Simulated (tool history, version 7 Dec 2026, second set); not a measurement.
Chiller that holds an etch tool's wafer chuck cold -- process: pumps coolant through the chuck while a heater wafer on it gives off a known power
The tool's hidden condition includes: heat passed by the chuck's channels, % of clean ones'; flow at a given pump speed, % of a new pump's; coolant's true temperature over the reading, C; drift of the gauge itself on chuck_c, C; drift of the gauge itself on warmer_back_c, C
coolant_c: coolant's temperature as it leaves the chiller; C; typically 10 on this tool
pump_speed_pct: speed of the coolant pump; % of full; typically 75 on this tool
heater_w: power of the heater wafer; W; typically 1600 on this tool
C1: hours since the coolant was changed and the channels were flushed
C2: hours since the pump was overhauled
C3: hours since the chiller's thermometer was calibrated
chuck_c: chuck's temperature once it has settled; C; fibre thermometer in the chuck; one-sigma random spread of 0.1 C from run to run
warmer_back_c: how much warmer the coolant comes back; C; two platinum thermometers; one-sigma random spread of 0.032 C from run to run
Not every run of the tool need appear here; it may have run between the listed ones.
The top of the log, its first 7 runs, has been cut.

Run 8, day 29.992: usual settings but coolant_c 9 C; C1 1405; C2 3737; C3 1675. Result: chuck_c 24.5 C, warmer_back_c 3.88 C.
Run 9, day 33.733: usual settings but coolant_c 9 C; C1 1495; C2 3827; C3 1765. Result: chuck_c 24.8 C, warmer_back_c 3.87 C.
Run 10, day 39.775: usual settings but coolant_c 9 C, pump_speed_pct 92 % of full; C1 1640; C2 3972; C3 1910. Result: chuck_c 23.2 C, warmer_back_c 3.19 C.
Run 11, day 44.833: usual settings but coolant_c 9 C, pump_speed_pct 92 % of full; C1 1762; C2 4093; C3 2031. Result: chuck_c 23.3 C, warmer_back_c 3.21 C.
Run 12, day 48.408: usual settings but pump_speed_pct 78 % of full; C1 1847; C2 4179; C3 2117. Result: chuck_c 25.6 C, warmer_back_c 3.68 C.
Run 13, day 51.675: usual settings but pump_speed_pct 91 % of full; C1 1926; C2 4257; C3 2195. Result: chuck_c 24.4 C, warmer_back_c 3.20 C.
Run 14, day 57.762: usual settings but pump_speed_pct 91 % of full; C1 2072; C2 4403; C3 2341. Result: chuck_c 24.7 C, warmer_back_c 3.18 C.
Run 15, day 61.283: usual settings but pump_speed_pct 84 % of full; C1 2156; C2 4488; C3 2426. Result: chuck_c 25.2 C, warmer_back_c 3.43 C.
Run 16, day 65.504: usual settings but pump_speed_pct 84 % of full; C1 2258; C2 4589; C3 2527. Result: chuck_c 25.4 C, warmer_back_c 3.53 C.
Run 17, day 69.812: usual settings but coolant_c 5 C, pump_speed_pct 81 % of full, heater_w 1985 W; C1 2361; C2 4693; C3 2630. Result: chuck_c 24.2 C, warmer_back_c 4.50 C.
Run 18, day 75.075: usual settings but coolant_c 12 C, pump_speed_pct 91 % of full, heater_w 1985 W; C1 2487; C2 4819; C3 2757. Result: chuck_c 30.4 C, warmer_back_c 4.01 C.
Run 19, day 79.388: usual settings but coolant_c 12 C, pump_speed_pct 91 % of full, heater_w 1985 W; C1 2591; C2 4922; C3 2860. Result: chuck_c 30.4 C, warmer_back_c 4.04 C.
Run 20, day 82.054: usual settings but coolant_c 11 C, heater_w 954 W; C1 2655; C2 4986; C3 2924. Result: chuck_c 21.0 C, warmer_back_c 2.34 C.
Run 21, day 87.533: usual settings but coolant_c 0 C, pump_speed_pct 61 % of full, heater_w 1300 W; C1 2786; C2 5118; C3 3056. Result: chuck_c 15.1 C, warmer_back_c 3.88 C.
Run 22, day 91.550: usual settings but coolant_c 0 C, pump_speed_pct 61 % of full, heater_w 1300 W; C1 2883; C2 5214; C3 3152. Result: chuck_c 15.2 C, warmer_back_c 3.87 C.
Run 23, day 94.267: usual settings but coolant_c 0 C, pump_speed_pct 61 % of full, heater_w 1300 W; C1 2948; C2 5280; C3 3217. Result: chuck_c 15.2 C, warmer_back_c 3.95 C.
Run 24, day 98.421: usual settings but coolant_c 0 C, pump_speed_pct 61 % of full, heater_w 1300 W; C1 3048; C2 5379; C3 3317. Result: chuck_c 15.2 C, warmer_back_c 3.93 C.
Run 25, day 103.125: usual settings but pump_speed_pct 74 % of full, heater_w 1002 W; C1 3160; C2 5492; C3 3430. Result: chuck_c 20.8 C, warmer_back_c 2.45 C.
Run 26, day 107.129: usual settings but coolant_c 4 C; C1 3257; C2 5588; C3 3526. Result: chuck_c 21.0 C, warmer_back_c 3.92 C.
Run 27, day 112.396: usual settings but pump_speed_pct 66 % of full, heater_w 848 W; C1 3383; C2 5715; C3 3652. Result: chuck_c 19.9 C, warmer_back_c 2.36 C.
Run 28, day 117.171: usual settings but pump_speed_pct 66 % of full, heater_w 848 W; C1 3498; C2 5829; C3 3767. Result: chuck_c 20.3 C, warmer_back_c 2.36 C.
Run 29, day 120.112: usual settings but coolant_c 4 C, pump_speed_pct 64 % of full, heater_w 1417 W; C1 3568; C2 5900; C3 3838. Result: chuck_c 20.8 C, warmer_back_c 4.12 C.
Run 30, day 125.550: usual settings but pump_speed_pct 65 % of full, heater_w 1566 W; C1 3699; C2 6030; C3 3968. Result: chuck_c 28.3 C, warmer_back_c 4.43 C.
Run 31, day 130.362: usual settings but pump_speed_pct 65 % of full, heater_w 1566 W; C1 3814; C2 6146; C3 4084. Result: chuck_c 28.7 C, warmer_back_c 4.47 C.

4 options for the next run, each taken on its own from the tool as it stands now. Forecast them:
Run A, day 134.654: usual settings but pump_speed_pct 89 % of full, heater_w 1024 W; C1 3917; C2 6249; C3 4187. Result: chuck_c ?, warmer_back_c ?.
Run B, day 134.654: usual settings but pump_speed_pct 87 % of full, heater_w 1460 W; C1 3917; C2 6249; C3 4187. Result: chuck_c ?, warmer_back_c ?.
Run C, day 134.654: usual settings but coolant_c 16 C, pump_speed_pct 98 % of full, heater_w 1021 W; C1 3917; C2 6249; C3 4187. Result: chuck_c ?, warmer_back_c ?.
Run D, day 134.654: usual settings but coolant_c 16 C, pump_speed_pct 65 % of full, heater_w 982 W; C1 3917; C2 6249; C3 4187. Result: chuck_c ?, warmer_back_c ?.

run  chuck_c  warmer_back_c
  A     20.6           2.16
  B     25.0           3.12
  C     26.1           1.93
  D     27.8           2.81
Stripped of hidden state, with their random variation kept, the same runs would have yielded:
run  chuck_c  warmer_back_c
  A     18.2           2.02
  B     21.8           2.92
  C     23.8           1.80
  D     25.2           2.62

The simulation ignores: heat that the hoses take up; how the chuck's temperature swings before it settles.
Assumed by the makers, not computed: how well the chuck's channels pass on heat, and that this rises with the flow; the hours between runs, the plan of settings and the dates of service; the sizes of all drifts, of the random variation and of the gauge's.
